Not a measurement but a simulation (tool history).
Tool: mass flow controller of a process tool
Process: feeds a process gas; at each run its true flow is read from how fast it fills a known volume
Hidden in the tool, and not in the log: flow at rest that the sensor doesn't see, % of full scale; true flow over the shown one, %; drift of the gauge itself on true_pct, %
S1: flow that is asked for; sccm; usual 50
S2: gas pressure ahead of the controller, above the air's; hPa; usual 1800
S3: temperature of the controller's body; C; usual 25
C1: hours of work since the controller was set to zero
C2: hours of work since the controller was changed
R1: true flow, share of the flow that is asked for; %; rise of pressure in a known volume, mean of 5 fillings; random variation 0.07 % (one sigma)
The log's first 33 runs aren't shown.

Run 34, hour 2072.6: usual settings but S1 24 sccm, S2 1430 hPa, S3 31 C; C1 1914; C2 1914. Result: R1 98.81 %.
Run 35, hour 2157.3: usual settings but S1 56 sccm, S2 2600 hPa, S3 36 C; C1 1958; C2 1958. Result: R1 99.87 %.
Run 36, hour 2240.4: usual settings but S1 56 sccm, S2 2600 hPa, S3 36 C; C1 2000; C2 2000. Result: R1 99.91 %.
Run 37, hour 2329.9: usual settings but S1 16 sccm; C1 2046; C2 2046. Result: R1 98.74 %.
Run 38, hour 2394.5: usual settings but S1 49 sccm, S3 36 C; C1 2079; C2 2079. Result: R1 99.48 %.
Run 39, hour 2444.4: usual settings but S1 49 sccm, S3 36 C; C1 2105; C2 2105. Result: R1 99.47 %.
Run 40, hour 2502.4: usual settings but S1 25 sccm, S2 2070 hPa, S3 32 C; C1 2135; C2 2135. Result: R1 99.28 %.
Run 41, hour 2545.9: usual settings but S1 68 sccm, S2 2780 hPa, S3 36 C; C1 2157; C2 2157. Result: R1 100.35 %.
Run 42, hour 2598.1: usual settings but S1 22 sccm, S2 2780 hPa, S3 36 C; C1 2184; C2 2184. Result: R1 99.58 %.
Run 43, hour 2638.1: usual settings but S1 47 sccm, S2 2780 hPa, S3 40 C; C1 2204; C2 2204. Result: R1 100.03 %.
Run 44, hour 2726.4: usual settings but S1 18 sccm, S2 2180 hPa, S3 39 C; C1 2250; C2 2250. Result: R1 99.30 %.
Run 45, hour 2764.8: usual settings but S1 18 sccm, S2 2180 hPa, S3 39 C; C1 2269; C2 2269. Result: R1 99.40 %.
Run 46, hour 2815.3: usual settings but S1 18 sccm, S2 2180 hPa, S3 39 C; C1 2295; C2 2295. Result: R1 99.31 %.
Run 47, hour 2876.6: usual settings but S1 18 sccm, S2 2180 hPa, S3 39 C; C1 2327; C2 2327. Result: R1 99.22 %.
Run 48, hour 2953.0: usual settings but S1 11 sccm, S3 21 C; C1 2366; C2 2366. Result: R1 98.66 %.
Run 49, hour 3019.8: usual settings but S1 11 sccm, S2 1410 hPa, S3 28 C; C1 2400; C2 2400. Result: R1 98.69 %.

3 ways to go on from here, each from the tool as it stands after run 49. What would each give?
Run A, hour 3096.1: usual settings but S1 12 sccm, S2 1920 hPa; C1 2439; C2 2439. Result: R1 ?.
Run B, hour 3096.1: usual settings but S1 40 sccm, S2 1410 hPa, S3 37 C; C1 2439; C2 2439. Result: R1 ?.
Run C, hour 3096.1: usual settings but S1 13 sccm, S2 2240 hPa, S3 26 C; C1 2439; C2 2439. Result: R1 ?.

run     R1
  A  98.70
  B  99.19
  C  98.84
Without the tool's hidden state the same runs would have given:
run     R1
  A  98.71
  B  99.20
  C  98.86
